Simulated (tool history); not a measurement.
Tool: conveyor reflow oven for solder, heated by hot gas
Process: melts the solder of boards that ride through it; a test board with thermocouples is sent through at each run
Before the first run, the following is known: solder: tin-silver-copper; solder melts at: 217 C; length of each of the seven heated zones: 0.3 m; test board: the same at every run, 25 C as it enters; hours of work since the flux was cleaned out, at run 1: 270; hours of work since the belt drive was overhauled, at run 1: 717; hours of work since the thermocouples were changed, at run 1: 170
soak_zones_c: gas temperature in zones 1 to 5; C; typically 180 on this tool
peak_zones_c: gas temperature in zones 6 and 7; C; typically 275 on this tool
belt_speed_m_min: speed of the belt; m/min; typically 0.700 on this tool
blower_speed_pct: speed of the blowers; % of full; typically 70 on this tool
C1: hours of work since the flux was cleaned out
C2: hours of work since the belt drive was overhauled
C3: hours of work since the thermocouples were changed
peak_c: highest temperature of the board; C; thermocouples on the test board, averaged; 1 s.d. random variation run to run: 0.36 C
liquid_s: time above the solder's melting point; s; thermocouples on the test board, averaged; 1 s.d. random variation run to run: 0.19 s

{"run": 1, "hour": 0.0, "soak_zones_c": 180, "peak_zones_c": 275, "belt_speed_m_min": 0.7, "blower_speed_pct": 70, "C1": 270, "C2": 717, "C3": 170, "peak_c": 258.2, "liquid_s": 43.1}
{"hour": 32.4, "done": "belt drive overhauled, speed set with a stopwatch"}
{"run": 2, "hour": 48.2, "soak_zones_c": 180, "peak_zones_c": 285, "belt_speed_m_min": 0.7, "blower_speed_pct": 70, "C1": 304, "C2": 12, "C3": 204, "peak_c": 267.6, "liquid_s": 46.8}
{"run": 3, "hour": 91.8, "soak_zones_c": 180, "peak_zones_c": 285, "belt_speed_m_min": 0.7, "blower_speed_pct": 70, "C1": 337, "C2": 45, "C3": 237, "peak_c": 268.0, "liquid_s": 47.0}
{"run": 4, "hour": 139.3, "soak_zones_c": 180, "peak_zones_c": 275, "belt_speed_m_min": 0.7, "blower_speed_pct": 51, "C1": 373, "C2": 82, "C3": 274, "peak_c": 253.5, "liquid_s": 40.4}
{"run": 5, "hour": 172.4, "soak_zones_c": 180, "peak_zones_c": 275, "belt_speed_m_min": 0.7, "blower_speed_pct": 70, "C1": 399, "C2": 107, "C3": 299, "peak_c": 259.0, "liquid_s": 43.7}
{"hour": 180.7, "done": "belt drive overhauled, speed set with a stopwatch, once more"}
{"run": 6, "hour": 208.9, "soak_zones_c": 180, "peak_zones_c": 275, "belt_speed_m_min": 0.7, "blower_speed_pct": 70, "C1": 424, "C2": 22, "C3": 324, "peak_c": 258.5, "liquid_s": 41.7}
{"run": 7, "hour": 240.3, "soak_zones_c": 180, "peak_zones_c": 275, "belt_speed_m_min": 0.7, "blower_speed_pct": 70, "C1": 448, "C2": 46, "C3": 348, "peak_c": 257.7, "liquid_s": 41.9}
{"run": 8, "hour": 267.8, "soak_zones_c": 180, "peak_zones_c": 275, "belt_speed_m_min": 0.7, "blower_speed_pct": 67, "C1": 469, "C2": 67, "C3": 369, "peak_c": 257.6, "liquid_s": 41.6}
{"hour": 279.5, "done": "flux residue cleaned out of gas plates and filters"}
{"run": 9, "hour": 293.7, "soak_zones_c": 180, "peak_zones_c": 275, "belt_speed_m_min": 0.7, "blower_speed_pct": 86, "C1": 11, "C2": 83, "C3": 385, "peak_c": 264.0, "liquid_s": 44.6}
{"run": 10, "hour": 314.8, "soak_zones_c": 180, "peak_zones_c": 275, "belt_speed_m_min": 0.7, "blower_speed_pct": 86, "C1": 27, "C2": 99, "C3": 401, "peak_c": 263.3, "liquid_s": 44.4}
{"run": 11, "hour": 358.4, "soak_zones_c": 180, "peak_zones_c": 275, "belt_speed_m_min": 0.7, "blower_speed_pct": 68, "C1": 60, "C2": 132, "C3": 435, "peak_c": 259.0, "liquid_s": 42.7}
{"run": 12, "hour": 385.5, "soak_zones_c": 180, "peak_zones_c": 275, "belt_speed_m_min": 0.7, "blower_speed_pct": 68, "C1": 81, "C2": 153, "C3": 455, "peak_c": 259.2, "liquid_s": 43.3}
{"run": 13, "hour": 406.4, "soak_zones_c": 180, "peak_zones_c": 284, "belt_speed_m_min": 0.7, "blower_speed_pct": 68, "C1": 97, "C2": 169, "C3": 471, "peak_c": 267.2, "liquid_s": 45.6}
{"run": 14, "hour": 436.5, "soak_zones_c": 180, "peak_zones_c": 284, "belt_speed_m_min": 0.7, "blower_speed_pct": 68, "C1": 120, "C2": 192, "C3": 494, "peak_c": 267.5, "liquid_s": 45.7}
{"run": 15, "hour": 469.3, "soak_zones_c": 180, "peak_zones_c": 275, "belt_speed_m_min": 0.7, "blower_speed_pct": 70, "C1": 145, "C2": 217, "C3": 519, "peak_c": 260.2, "liquid_s": 43.2}
{"run": 16, "hour": 509.3, "soak_zones_c": 175, "peak_zones_c": 275, "belt_speed_m_min": 0.77, "blower_speed_pct": 70, "C1": 176, "C2": 248, "C3": 550, "peak_c": 255.5, "liquid_s": 35.8}
{"run": 17, "hour": 542.1, "soak_zones_c": 180, "peak_zones_c": 270, "belt_speed_m_min": 0.648, "blower_speed_pct": 80, "C1": 201, "C2": 273, "C3": 575, "peak_c": 260.0, "liquid_s": 47.4}
{"run": 18, "hour": 588.6, "soak_zones_c": 180, "peak_zones_c": 270, "belt_speed_m_min": 0.648, "blower_speed_pct": 80, "C1": 237, "C2": 308, "C3": 611, "peak_c": 259.8, "liquid_s": 47.4}
{"run": 19, "hour": 632.4, "soak_zones_c": 180, "peak_zones_c": 275, "belt_speed_m_min": 0.7, "blower_speed_pct": 67, "C1": 270, "C2": 342, "C3": 644, "peak_c": 258.9, "liquid_s": 42.7}
{"run": 20, "hour": 678.7, "soak_zones_c": 180, "peak_zones_c": 275, "belt_speed_m_min": 0.7, "blower_speed_pct": 67, "C1": 306, "C2": 377, "C3": 680, "peak_c": 259.0, "liquid_s": 42.6}
{"run": 21, "hour": 714.8, "soak_zones_c": 169, "peak_zones_c": 279, "belt_speed_m_min": 0.7, "blower_speed_pct": 80, "C1": 333, "C2": 405, "C3": 707, "peak_c": 264.0, "liquid_s": 42.4}
{"run": 22, "hour": 748.7, "soak_zones_c": 188, "peak_zones_c": 265, "belt_speed_m_min": 0.7, "blower_speed_pct": 61, "C1": 359, "C2": 431, "C3": 733, "peak_c": 251.2, "liquid_s": 41.4}
{"run": 23, "hour": 796.7, "soak_zones_c": 169, "peak_zones_c": 277, "belt_speed_m_min": 0.675, "blower_speed_pct": 79, "C1": 396, "C2": 468, "C3": 770, "peak_c": 263.5, "liquid_s": 43.6}
{"run": 24, "hour": 827.0, "soak_zones_c": 184, "peak_zones_c": 277, "belt_speed_m_min": 0.826, "blower_speed_pct": 79, "C1": 419, "C2": 491, "C3": 793, "peak_c": 258.5, "liquid_s": 36.8}
{"run": 25, "hour": 858.5, "soak_zones_c": 180, "peak_zones_c": 275, "belt_speed_m_min": 0.663, "blower_speed_pct": 57, "C1": 443, "C2": 515, "C3": 817, "peak_c": 258.3, "liquid_s": 44.8}
{"run": 26, "hour": 889.1, "soak_zones_c": 169, "peak_zones_c": 282, "belt_speed_m_min": 0.7, "blower_speed_pct": 70, "C1": 467, "C2": 538, "C3": 841, "peak_c": 264.0, "liquid_s": 42.0}
{"hour": 901.4, "done": "flux residue cleaned out of gas plates and filters"}
{"run": 27, "hour": 915.4, "soak_zones_c": 168, "peak_zones_c": 288, "belt_speed_m_min": 0.7, "blower_speed_pct": 70, "C1": 11, "C2": 555, "C3": 857, "peak_c": 271.2, "liquid_s": 44.6}
{"run": 28, "hour": 965.3, "soak_zones_c": 168, "peak_zones_c": 288, "belt_speed_m_min": 0.7, "blower_speed_pct": 70, "C1": 49, "C2": 593, "C3": 895, "peak_c": 270.8, "liquid_s": 44.5}
{"run": 29, "hour": 987.3, "soak_zones_c": 168, "peak_zones_c": 288, "belt_speed_m_min": 0.7, "blower_speed_pct": 70, "C1": 66, "C2": 610, "C3": 912, "peak_c": 270.6, "liquid_s": 44.3}
{"run": 30, "hour": 1029.7, "soak_zones_c": 168, "peak_zones_c": 288, "belt_speed_m_min": 0.7, "blower_speed_pct": 70, "C1": 98, "C2": 642, "C3": 945, "peak_c": 270.4, "liquid_s": 44.9}

For each run, the measured value with the value that run would have given without the tool's hidden condition subtracted. The run-to-run variation is shared by both, the gauge scatter possibly not:
The hidden state here: heat that the gas passes to the board, % of a clean oven's; belt's true speed, % of the reading; true gas temperature in zones 6 and 7 over the reading, C; drift of the gauge itself on peak_c, C; drift of the gauge itself on liquid_s, %.
run=1 peak_c=+0.1 liquid_s=+0.6
run=2 peak_c=+0.5 liquid_s=+1.3
run=3 peak_c=+0.4 liquid_s=+1.3
run=4 peak_c=+0.8 liquid_s=+1.4
run=5 peak_c=+0.5 liquid_s=+1.3
run=6 peak_c=-0.4 liquid_s=-0.4
run=7 peak_c=-0.4 liquid_s=-0.3
run=8 peak_c=-0.3 liquid_s=-0.3
run=9 peak_c=+1.3 liquid_s=+0.4
run=10 peak_c=+1.4 liquid_s=+0.5
run=11 peak_c=+1.3 liquid_s=+0.6
run=12 peak_c=+1.4 liquid_s=+0.6
run=13 peak_c=+1.4 liquid_s=+0.6
run=14 peak_c=+1.4 liquid_s=+0.7
run=15 peak_c=+1.4 liquid_s=+0.7
run=16 peak_c=+1.3 liquid_s=+0.6
run=17 peak_c=+1.6 liquid_s=+0.8
run=18 peak_c=+1.6 liquid_s=+0.9
run=19 peak_c=+1.5 liquid_s=+0.8
run=20 peak_c=+1.6 liquid_s=+0.8
run=21 peak_c=+1.5 liquid_s=+0.8
run=22 peak_c=+1.7 liquid_s=+1.0
run=23 peak_c=+1.6 liquid_s=+0.9
run=24 peak_c=+1.3 liquid_s=+0.7
run=25 peak_c=+1.8 liquid_s=+1.2
run=26 peak_c=+1.5 liquid_s=+0.9
run=27 peak_c=+3.1 liquid_s=+1.5
run=28 peak_c=+3.1 liquid_s=+1.6
run=29 peak_c=+3.0 liquid_s=+1.6
run=30 peak_c=+3.1 liquid_s=+1.6
